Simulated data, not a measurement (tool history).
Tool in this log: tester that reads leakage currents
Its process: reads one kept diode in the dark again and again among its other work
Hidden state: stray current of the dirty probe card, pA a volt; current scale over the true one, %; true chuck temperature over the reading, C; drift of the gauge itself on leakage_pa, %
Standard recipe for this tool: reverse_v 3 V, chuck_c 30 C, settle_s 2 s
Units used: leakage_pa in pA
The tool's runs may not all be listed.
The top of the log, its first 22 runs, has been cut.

run,day,reverse_v,chuck_c,settle_s,hours of work since the probe card was cleaned,hours of work since the tester was calibrated,hours of work since the chuck was calibrated,leakage_pa
23,68.842,4.3,30,2,345,2055,189,46.26
24,71.712,4.25,30,0.41,386,2096,231,46.94
25,73.95,10.84,29,0.37,418,2129,263,63.33
26,76.571,1.45,41,0.37,456,2167,301,83.05
27,79.158,1.45,41,0.37,494,2204,338,83.34
28,81.438,3.3,41,0.37,527,2237,371,109.52
29,85.067,2.8,28,0.37,579,2289,424,35.15
30,87.754,2.8,24,2.28,618,2328,463,25.14
31,90.112,7.79,22,0.48,652,2362,497,35.6
32,92.096,7.79,21,7.87,681,2391,525,32.56
33,94.088,1.08,30,0.35,709,2420,554,30.35
34,97.304,5.61,21,0.47,756,2466,601,29.47
35,100.779,1.84,21,1.08,806,2516,651,17.42
36,103.404,1.84,21,1.08,844,2554,689,17.49
37,107.275,2.19,46,0.71,900,2610,745,146.57
38,111.025,2.19,46,0.71,954,2664,799,147.9
39,112.842,9.67,51,0.39,980,2691,825,359.4

Each row is a separate what-if for the run after 39, all from the same tool condition, not one after another. Results?
A,115.008,9.78,37,2.44,1012,2722,856,?
B,115.008,3,30,0.43,1012,2722,856,?
C,115.008,11.6,30,2,1012,2722,856,?
D,115.008,9.67,26,4.69,1012,2722,856,?

run,leakage_pa
A,125.89
B,45.89
C,82.46
D,58.08
With the hidden condition removed and each run's random variation left untouched, the same runs would have given:
run,leakage_pa
A,103.62
B,38.81
C,58.11
D,37.99
